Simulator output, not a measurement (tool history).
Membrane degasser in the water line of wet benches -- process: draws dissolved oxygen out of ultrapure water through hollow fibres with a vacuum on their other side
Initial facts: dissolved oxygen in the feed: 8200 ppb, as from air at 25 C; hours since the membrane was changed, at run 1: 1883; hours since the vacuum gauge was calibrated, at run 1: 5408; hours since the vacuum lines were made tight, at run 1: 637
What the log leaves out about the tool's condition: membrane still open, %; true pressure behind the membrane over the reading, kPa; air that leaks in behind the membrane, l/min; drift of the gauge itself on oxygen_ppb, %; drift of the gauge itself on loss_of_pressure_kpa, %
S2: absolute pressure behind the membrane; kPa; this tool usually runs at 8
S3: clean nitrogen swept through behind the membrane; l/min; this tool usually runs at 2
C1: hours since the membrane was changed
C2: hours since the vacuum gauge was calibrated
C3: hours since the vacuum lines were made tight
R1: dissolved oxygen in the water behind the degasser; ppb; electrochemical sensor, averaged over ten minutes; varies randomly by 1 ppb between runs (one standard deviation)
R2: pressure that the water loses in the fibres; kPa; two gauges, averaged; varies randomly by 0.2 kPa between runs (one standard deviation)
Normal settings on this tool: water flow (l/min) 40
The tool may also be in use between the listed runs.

{"run": 1, "day": 0.0, "water flow (l/min)": 40, "S2": 8, "S3": 2, "C1": 1883, "C2": 5408, "C3": 637, "R1": 215.7, "R2": 58.59}
{"run": 2, "day": 3.096, "water flow (l/min)": 40, "S2": 8, "S3": 2, "C1": 1957, "C2": 5482, "C3": 711, "R1": 216.3, "R2": 58.88}
{"run": 3, "day": 7.271, "water flow (l/min)": 40, "S2": 8, "S3": 2, "C1": 2057, "C2": 5582, "C3": 811, "R1": 216.7, "R2": 58.67}
{"run": 4, "day": 12.196, "water flow (l/min)": 40, "S2": 8, "S3": 0.96, "C1": 2176, "C2": 5700, "C3": 930, "R1": 390.9, "R2": 58.94}
{"day": 13.304, "done": "vacuum gauge calibrated"}
{"run": 5, "day": 15.629, "water flow (l/min)": 40, "S2": 8, "S3": 0.96, "C1": 2257, "C2": 56, "C3": 1011, "R1": 389.3, "R2": 58.75}
{"run": 6, "day": 21.75, "water flow (l/min)": 40, "S2": 8, "S3": 2.67, "C1": 2404, "C2": 203, "C3": 1158, "R1": 170.2, "R2": 58.69}
{"run": 7, "day": 25.458, "water flow (l/min)": 40, "S2": 8, "S3": 2, "C1": 2493, "C2": 292, "C3": 1247, "R1": 214.4, "R2": 58.8}
{"run": 8, "day": 29.242, "water flow (l/min)": 40, "S2": 8, "S3": 2, "C1": 2584, "C2": 382, "C3": 1338, "R1": 216.3, "R2": 58.77}
{"run": 9, "day": 32.933, "water flow (l/min)": 40, "S2": 8, "S3": 2, "C1": 2673, "C2": 471, "C3": 1427, "R1": 216.6, "R2": 59.36}
{"run": 10, "day": 37.483, "water flow (l/min)": 40, "S2": 8, "S3": 2, "C1": 2782, "C2": 580, "C3": 1536, "R1": 213.3, "R2": 58.88}
{"run": 11, "day": 43.85, "water flow (l/min)": 42, "S2": 8, "S3": 2, "C1": 2935, "C2": 733, "C3": 1689, "R1": 226, "R2": 61.85}
{"run": 12, "day": 49.417, "water flow (l/min)": 42, "S2": 8, "S3": 2, "C1": 3068, "C2": 867, "C3": 1822, "R1": 226.5, "R2": 61.53}
{"run": 13, "day": 52.738, "water flow (l/min)": 42, "S2": 8, "S3": 2, "C1": 3148, "C2": 946, "C3": 1902, "R1": 223.8, "R2": 61.49}
{"run": 14, "day": 59.321, "water flow (l/min)": 40, "S2": 15.18, "S3": 2, "C1": 3306, "C2": 1104, "C3": 2060, "R1": 510.4, "R2": 58.58}
{"run": 15, "day": 65.429, "water flow (l/min)": 40, "S2": 8, "S3": 1.75, "C1": 3453, "C2": 1251, "C3": 2207, "R1": 238.5, "R2": 58.32}
{"run": 16, "day": 71.579, "water flow (l/min)": 40, "S2": 8, "S3": 1.75, "C1": 3600, "C2": 1399, "C3": 2354, "R1": 238.2, "R2": 58.68}
{"run": 17, "day": 78.429, "water flow (l/min)": 40, "S2": 8, "S3": 1.75, "C1": 3765, "C2": 1563, "C3": 2519, "R1": 238, "R2": 58.53}
{"run": 18, "day": 84.058, "water flow (l/min)": 40, "S2": 8, "S3": 1.75, "C1": 3900, "C2": 1698, "C3": 2654, "R1": 237.3, "R2": 58.5}
{"run": 19, "day": 88.888, "water flow (l/min)": 25, "S2": 8.01, "S3": 2.4, "C1": 4016, "C2": 1814, "C3": 2770, "R1": 114.9, "R2": 36.72}
{"run": 20, "day": 93.183, "water flow (l/min)": 31, "S2": 19.45, "S3": 3.24, "C1": 4119, "C2": 1917, "C3": 2873, "R1": 351.2, "R2": 45.12}
{"run": 21, "day": 97.5, "water flow (l/min)": 31, "S2": 19.45, "S3": 3.24, "C1": 4222, "C2": 2021, "C3": 2976, "R1": 348.7, "R2": 45.48}
{"run": 22, "day": 102.946, "water flow (l/min)": 31, "S2": 19.45, "S3": 3.24, "C1": 4353, "C2": 2151, "C3": 3107, "R1": 346.2, "R2": 45.69}
{"run": 23, "day": 109.479, "water flow (l/min)": 37, "S2": 7.86, "S3": 1.83, "C1": 4510, "C2": 2308, "C3": 3264, "R1": 205.3, "R2": 54.03}
{"run": 24, "day": 115.392, "water flow (l/min)": 49, "S2": 7.49, "S3": 1.35, "C1": 4652, "C2": 2450, "C3": 3406, "R1": 323, "R2": 71.79}
{"day": 116.467, "done": "seals of the vacuum lines changed"}
{"run": 25, "day": 121.688, "water flow (l/min)": 49, "S2": 6.92, "S3": 1.82, "C1": 4801, "C2": 2599, "C3": 125, "R1": 225.5, "R2": 71.88}
{"run": 26, "day": 124.721, "water flow (l/min)": 24, "S2": 16.7, "S3": 1.99, "C1": 4874, "C2": 2672, "C3": 198, "R1": 359.3, "R2": 35.41}
{"run": 27, "day": 130.358, "water flow (l/min)": 40, "S2": 11.57, "S3": 4.32, "C1": 5009, "C2": 2807, "C3": 333, "R1": 182.3, "R2": 58.67}
{"run": 28, "day": 135.858, "water flow (l/min)": 29, "S2": 7.86, "S3": 4.02, "C1": 5141, "C2": 2939, "C3": 465, "R1": 79.6, "R2": 42.47}
{"run": 29, "day": 140.775, "water flow (l/min)": 29, "S2": 7.86, "S3": 4.02, "C1": 5259, "C2": 3057, "C3": 583, "R1": 80, "R2": 42.6}
{"run": 30, "day": 145.604, "water flow (l/min)": 29, "S2": 7.86, "S3": 4.02, "C1": 5375, "C2": 3173, "C3": 699, "R1": 79.1, "R2": 42.46}
{"run": 31, "day": 148.558, "water flow (l/min)": 29, "S2": 12.31, "S3": 4.02, "C1": 5446, "C2": 3244, "C3": 770, "R1": 152.4, "R2": 42.43}

For each run, the measured value with the value that run would have given without the tool's hidden condition subtracted. The run-to-run variation is shared by both, the gauge scatter possibly not:
run=1 R1=+0.2
run=2 R1=+0.1
run=3 R1=-0.1
run=4 R1=-0.5
run=5 R1=-1.1
run=6 R1=-0.7
run=7 R1=-1
run=8 R1=-1.1
run=9 R1=-1.3
run=10 R1=-1.4
run=11 R1=-1.8
run=12 R1=-2.1
run=13 R1=-2.1
run=14 R1=-5.5
run=15 R1=-2.9
run=16 R1=-3.1
run=17 R1=-3.5
run=18 R1=-3.7
run=19 R1=-1.8
run=20 R1=-6.1
run=21 R1=-6.3
run=22 R1=-6.6
run=23 R1=-4.1
run=24 R1=-6.8
run=25 R1=-5
run=26 R1=-8.4
run=27 R1=-4.4
run=28 R1=-2
run=29 R1=-2
run=30 R1=-2.2
run=31 R1=-4.3
For R2, the value without the hidden state is never more than 0.03 kPa from the measured value.

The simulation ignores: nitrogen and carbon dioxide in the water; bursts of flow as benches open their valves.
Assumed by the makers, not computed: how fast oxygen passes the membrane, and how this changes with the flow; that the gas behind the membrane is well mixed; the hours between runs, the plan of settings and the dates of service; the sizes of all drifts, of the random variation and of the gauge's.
